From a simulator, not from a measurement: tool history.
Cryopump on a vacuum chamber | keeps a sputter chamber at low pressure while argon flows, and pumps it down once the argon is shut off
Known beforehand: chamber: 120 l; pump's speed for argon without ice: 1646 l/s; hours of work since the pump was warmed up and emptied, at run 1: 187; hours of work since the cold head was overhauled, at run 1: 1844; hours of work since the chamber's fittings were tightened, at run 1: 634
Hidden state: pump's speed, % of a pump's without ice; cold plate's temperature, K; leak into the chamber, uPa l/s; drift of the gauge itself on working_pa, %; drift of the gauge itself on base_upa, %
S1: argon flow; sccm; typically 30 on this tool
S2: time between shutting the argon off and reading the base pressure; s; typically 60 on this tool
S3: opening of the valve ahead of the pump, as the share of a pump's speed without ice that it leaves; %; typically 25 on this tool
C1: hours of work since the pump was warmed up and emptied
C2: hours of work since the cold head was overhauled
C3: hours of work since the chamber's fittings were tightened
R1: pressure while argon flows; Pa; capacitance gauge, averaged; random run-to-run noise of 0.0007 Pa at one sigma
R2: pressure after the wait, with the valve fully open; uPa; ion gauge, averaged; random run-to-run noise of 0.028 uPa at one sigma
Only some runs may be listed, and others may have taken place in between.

run     day  S1   S2  S3   C1    C2    C3      R1    R2
  1   0.000  30   60  25  187  1844   634  0.1296  2.25
  2   1.346  30   60  25  208  1865   655  0.1301  2.22
  3   4.154  30   60  25  252  1909   699  0.1331  2.36
  4   6.542  30   60  25  290  1946   737  0.1340  2.44
      8.212  -- pump warmed up, emptied and cooled again
  5   9.117  30   60  25   14  1983   774  0.1247  2.27
  6  12.046  30   60  25   60  2029   819  0.1248  2.36
  7  15.012  37   60  25  106  2075   866  0.1590  2.51
  8  17.250  30   60  35  141  2110   901  0.0933  2.58
  9  20.379  30   60  35  190  2159   950  0.0960  2.71
 10  22.108  30   60  35  217  2186   977  0.0982  2.78
 11  24.342  30   60  35  252  2221  1012  0.0988  2.92
 12  27.333  30  236  25  299  2268  1058  0.1367  2.32
     28.396  -- pump warmed up, emptied and cooled again
 13  29.542  21  236  25   18  2299  1090  0.0863  1.80
 14  32.350  21  236  25   62  2343  1134  0.0893  1.97
 15  35.446  21  236  25  110  2392  1182  0.0888  2.12
 16  36.704  21  207  51  130  2411  1202  0.0453  2.17
 17  39.142  15  207  51  168  2449  1240  0.0338  2.29
 18  41.121  30  138  25  199  2480  1271  0.1311  2.57
 19  43.129  39   24  25  230  2512  1302  0.1731  4.93
 20  46.154  20   24  36  278  2559  1349  0.0660  5.21
     48.554  -- pump warmed up, emptied and cooled again
 21  48.729  33  153  57    3  2596  1386  0.0610  2.34
 22  50.600  33  153  17   32  2625  1416  0.2031  2.45
 23  53.504  55  201  40   77  2671  1461  0.1477  2.43
 24  54.775  50   21  40   97  2690  1481  0.1347  5.26
 25  57.062  30   20  23  133  2726  1517  0.1406  5.53
 26  58.329  20   70  16  153  2746  1536  0.1334  3.30
 27  60.892  40   70  16  193  2786  1577  0.2688  3.53
 28  63.012  40   70  54  226  2819  1610  0.0903  3.57

Each row is a separate what-if for the run after 28, all from the same tool condition, not one after another. Results?
  A  64.850  22   60  25  255  2848  1638   ?   ?
  B  64.850  44  133  40  255  2848  1638   ?   ?
  C  64.850  25   22  16  255  2848  1638   ?   ?
  D  64.850  51  193  35  255  2848  1638   ?   ?

run      R1    R2
  A  0.0983  4.10
  B  0.1293  3.42
  C  0.1700  5.73
  D  0.1689  3.20
Take away the tool's hidden state, keep each run's random variation, and the runs would have read:
run      R1    R2
  A  0.0899  1.30
  B  0.1125  0.69
  C  0.1605  3.04
  D  0.1495  0.50
